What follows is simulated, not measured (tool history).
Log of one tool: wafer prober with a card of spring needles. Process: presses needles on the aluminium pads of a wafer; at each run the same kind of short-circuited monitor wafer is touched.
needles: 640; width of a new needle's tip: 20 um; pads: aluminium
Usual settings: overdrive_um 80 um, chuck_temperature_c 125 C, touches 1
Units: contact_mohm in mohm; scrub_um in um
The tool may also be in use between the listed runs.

run,day,overdrive_um,chuck_temperature_c,touches,contact_mohm,scrub_um
1,0,80,125,1,319,9.72
2,0.371,80,125,1,343,9.73
# day 0.629: tips cleaned on abrasive film
3,0.888,80,125,1,375,9.65
4,1.412,80,125,2,329,9.7
# day 1.554: tips cleaned on abrasive film
5,1.829,80,125,1,322,9.6
6,2.279,80,59,1,339,9.61
# day 2.483: tips cleaned on abrasive film
7,2.521,80,59,3,260,9.64
# day 2.629: tips cleaned on abrasive film, once more
8,2.779,80,59,3,267,9.58
9,3.021,93,59,3,271,11.24
10,3.279,93,59,3,280,11.21
# day 3.583: tips cleaned on abrasive film
11,3.583,80,125,3,271,9.65
12,4.029,90,125,1,321,10.82
13,4.304,90,125,1,334,10.83
# day 4.508: tips cleaned on abrasive film
14,4.667,90,125,1,308,10.8
15,5.112,90,29,1,311,10.84
16,5.388,90,29,1,316,10.82
# day 5.442: tips cleaned on abrasive film
17,5.933,90,29,1,303,10.85
# day 6.258: height of the first contact set anew
# day 6.383: tips cleaned on abrasive film
18,6.404,90,29,1,256,11.04
19,6.904,90,29,1,308,11.11
# day 7.321: tips cleaned on abrasive film
20,7.442,90,29,1,277,11.06
21,8,90,63,1,316,11.12
# day 8.233: tips cleaned on abrasive film
22,8.233,70,63,2,265,8.6
23,8.65,85,125,3,289,10.46
24,8.988,87,125,3,297,10.7
# day 9.167: tips cleaned on abrasive film
25,9.408,86,125,3,287,10.53
26,9.688,73,25,3,280,8.94
27,10.058,95,125,1,324,11.66
# day 10.108: tips cleaned on abrasive film
28,10.35,80,55,2,283,9.83
29,10.875,75,55,2,313,9.25
# day 11.033: tips cleaned on abrasive film
30,11.296,72,76,2,300,8.85
31,11.571,79,61,2,306,9.66
# day 11.962: tips cleaned on abrasive film
32,12.104,79,60,1,297,9.72
33,12.525,67,125,1,370,8.17
# day 12.908: tips cleaned on abrasive film
34,12.917,66,30,2,260,8.11
35,13.388,84,30,3,268,10.23

3 ways to go on from here, each from the tool as it stands after run 35. What would each give?
A,13.808,64,31,3,?,?
B,13.808,75,109,2,?,?
C,13.808,84,36,1,?,?

run,contact_mohm,scrub_um
A,299,7.79
B,319,9.16
C,331,10.26
Without the tool's hidden state the same runs would have given:
run,contact_mohm,scrub_um
A,251,7.86
B,266,9.23
C,249,10.33

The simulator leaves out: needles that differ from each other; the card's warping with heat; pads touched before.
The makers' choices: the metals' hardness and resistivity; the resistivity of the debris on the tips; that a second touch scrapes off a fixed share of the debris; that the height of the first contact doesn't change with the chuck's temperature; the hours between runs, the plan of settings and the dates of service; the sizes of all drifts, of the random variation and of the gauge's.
